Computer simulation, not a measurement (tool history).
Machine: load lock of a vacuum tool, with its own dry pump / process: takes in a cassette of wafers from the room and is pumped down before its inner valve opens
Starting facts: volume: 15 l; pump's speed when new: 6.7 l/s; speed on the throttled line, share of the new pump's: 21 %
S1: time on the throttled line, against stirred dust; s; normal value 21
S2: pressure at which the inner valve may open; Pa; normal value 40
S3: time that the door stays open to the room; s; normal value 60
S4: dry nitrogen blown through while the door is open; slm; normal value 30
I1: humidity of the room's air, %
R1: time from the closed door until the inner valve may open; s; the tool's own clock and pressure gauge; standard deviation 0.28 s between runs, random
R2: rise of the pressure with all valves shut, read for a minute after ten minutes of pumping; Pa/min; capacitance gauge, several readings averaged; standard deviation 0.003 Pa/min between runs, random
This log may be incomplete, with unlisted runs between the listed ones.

run 1 hour=0.0 | S1=21 S2=40 S3=60 S4=30 | I1=45.1 | R1=34.8 R2=0.058
run 2 hour=92.6 | S1=13 S2=40 S3=60 S4=30 | I1=42.6 | R1=28.4 R2=0.062
run 3 hour=163.5 | S1=13 S2=40 S3=60 S4=30 | I1=43.2 | R1=28.7 R2=0.065
run 4 hour=239.1 | S1=13 S2=40 S3=60 S4=30 | I1=45.7 | R1=28.7 R2=0.064
run 5 hour=283.5 | S1=21 S2=40 S3=60 S4=30 | I1=47.7 | R1=35.1 R2=0.072
run 6 hour=339.4 | S1=21 S2=40 S3=60 S4=30 | I1=42.9 | R1=35.2 R2=0.064
run 7 hour=391.7 | S1=21 S2=40 S3=60 S4=30 | I1=45.6 | R1=35.3 R2=0.069
run 8 hour=488.1 | S1=21 S2=40 S3=60 S4=30 | I1=40.8 | R1=35.1 R2=0.064
run 9 hour=571.7 | S1=21 S2=72 S3=60 S4=30 | I1=43.4 | R1=33.4 R2=0.071
run 10 hour=664.8 | S1=21 S2=72 S3=60 S4=30 | I1=46.0 | R1=33.7 R2=0.072
run 11 hour=742.8 | S1=21 S2=40 S3=31 S4=30 | I1=42.5 | R1=35.2 R2=0.069
run 12 hour=797.9 | S1=21 S2=40 S3=60 S4=30 | I1=44.2 | R1=35.1 R2=0.073
run 13 hour=876.4 | S1=21 S2=40 S3=73 S4=30 | I1=42.8 | R1=34.9 R2=0.077
run 14 hour=931.6 | S1=11 S2=40 S3=60 S4=30 | I1=45.9 | R1=27.7 R2=0.073
run 15 hour=980.7 | S1=21 S2=40 S3=60 S4=30 | I1=46.2 | R1=35.1 R2=0.079
run 16 hour=1033.6 | S1=21 S2=40 S3=60 S4=30 | I1=43.4 | R1=35.4 R2=0.080
run 17 hour=1128.9 | S1=21 S2=40 S3=60 S4=30 | I1=46.6 | R1=35.0 R2=0.075
run 18 hour=1189.0 | S1=20 S2=40 S3=60 S4=5 | I1=43.9 | R1=34.8 R2=0.116
run 19 hour=1258.3 | S1=21 S2=55 S3=60 S4=34 | I1=45.1 | R1=34.1 R2=0.078
run 20 hour=1341.9 | S1=10 S2=46 S3=60 S4=6 | I1=41.2 | R1=26.6 R2=0.111
run 21 hour=1418.3 | S1=36 S2=69 S3=200 S4=4 | I1=47.5 | R1=45.5 R2=0.165
run 22 hour=1479.2 | S1=14 S2=48 S3=29 S4=5 | I1=42.5 | R1=29.5 R2=0.111
run 23 hour=1569.8 | S1=11 S2=28 S3=60 S4=28 | I1=48.3 | R1=28.2 R2=0.091
run 24 hour=1636.5 | S1=13 S2=40 S3=60 S4=4 | I1=45.3 | R1=29.7 R2=0.135
run 25 hour=1703.8 | S1=13 S2=49 S3=140 S4=4 | I1=45.2 | R1=28.8 R2=0.157
run 26 hour=1776.8 | S1=13 S2=49 S3=140 S4=4 | I1=44.3 | R1=29.0 R2=0.150
run 27 hour=1850.8 | S1=41 S2=49 S3=36 S4=4 | I1=46.4 | R1=50.4 R2=0.132
run 28 hour=1900.4 | S1=41 S2=49 S3=36 S4=15 | I1=46.1 | R1=50.5 R2=0.103
run 29 hour=1987.2 | S1=41 S2=49 S3=36 S4=15 | I1=46.0 | R1=50.1 R2=0.106
run 30 hour=2040.2 | S1=22 S2=31 S3=60 S4=30 | I1=42.0 | R1=36.5 R2=0.089
run 31 hour=2134.5 | S1=22 S2=31 S3=60 S4=30 | I1=44.7 | R1=37.0 R2=0.094
run 32 hour=2194.0 | S1=39 S2=40 S3=195 S4=12 | I1=47.4 | R1=49.1 R2=0.143
run 33 hour=2273.6 | S1=14 S2=56 S3=80 S4=11 | I1=44.1 | R1=29.7 R2=0.128
run 34 hour=2330.9 | S1=14 S2=56 S3=80 S4=11 | I1=44.8 | R1=29.0 R2=0.129

Consider 5 possible next runs. They are alternatives, not a sequence: every one starts from the tool as it was left by run 34. What does each give?
run A hour=2427.7 | S1=18 S2=57 S3=55 S4=30 | I1=46.5 | R1=? R2=?
run B hour=2427.7 | S1=14 S2=56 S3=80 S4=11 | I1=44.9 | R1=? R2=?
run C hour=2427.7 | S1=21 S2=52 S3=60 S4=30 | I1=44.1 | R1=? R2=?
run D hour=2427.7 | S1=18 S2=39 S3=180 S4=30 | I1=44.9 | R1=? R2=?
run E hour=2427.7 | S1=21 S2=40 S3=140 S4=30 | I1=41.8 | R1=? R2=?

run=A R1=32.5 R2=0.104
run=B R1=29.2 R2=0.129
run=C R1=34.4 R2=0.107
run=D R1=33.7 R2=0.112
run=E R1=35.4 R2=0.111
With no hidden state in the tool, these same runs would have given:
run=A R1=31.0 R2=0.037
run=B R1=27.7 R2=0.062
run=C R1=33.1 R2=0.039
run=D R1=32.2 R2=0.045
run=E R1=34.0 R2=0.043
